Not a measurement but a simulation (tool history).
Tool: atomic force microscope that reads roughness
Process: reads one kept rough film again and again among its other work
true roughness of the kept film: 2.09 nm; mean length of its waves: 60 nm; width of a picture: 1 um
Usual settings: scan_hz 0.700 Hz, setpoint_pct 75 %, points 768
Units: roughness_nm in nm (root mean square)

run	hour	scan_hz	setpoint_pct	points	roughness_nm
1	0.0	0.700	75	768	1.916
2	10.3	0.700	75	768	1.906
3	16.3	1.398	75	768	1.819
4	25.9	1.398	75	768	1.806
5	33.9	1.398	75	768	1.814
6	43.8	1.925	75	768	1.730
7	51.6	3.886	75	768	1.523
8	62.3	0.700	75	768	1.916
9	69.9	0.700	75	768	1.916
# hour 72.8: new tip fitted
10	76.1	0.752	55	768	2.011
11	83.5	0.534	73	526	1.949
12	91.4	0.829	84	678	1.836
13	97.1	0.829	84	678	1.836
14	104.9	0.829	84	678	1.836
15	110.2	0.829	84	678	1.832
16	116.3	2.574	64	812	1.828
17	126.0	0.539	75	768	1.956

4 ways to go on from here, each from the tool as it stands after run 17. What would each give?
A	130.5	2.469	62	554	?
B	130.5	3.025	76	727	?
C	130.5	1.326	57	359	?
D	130.5	3.821	75	289	?

run	roughness_nm
A	1.848
B	1.584
C	1.964
D	1.529
Without the tool's hidden state the same runs would have given:
run	roughness_nm
A	1.849
B	1.585
C	1.966
D	1.531
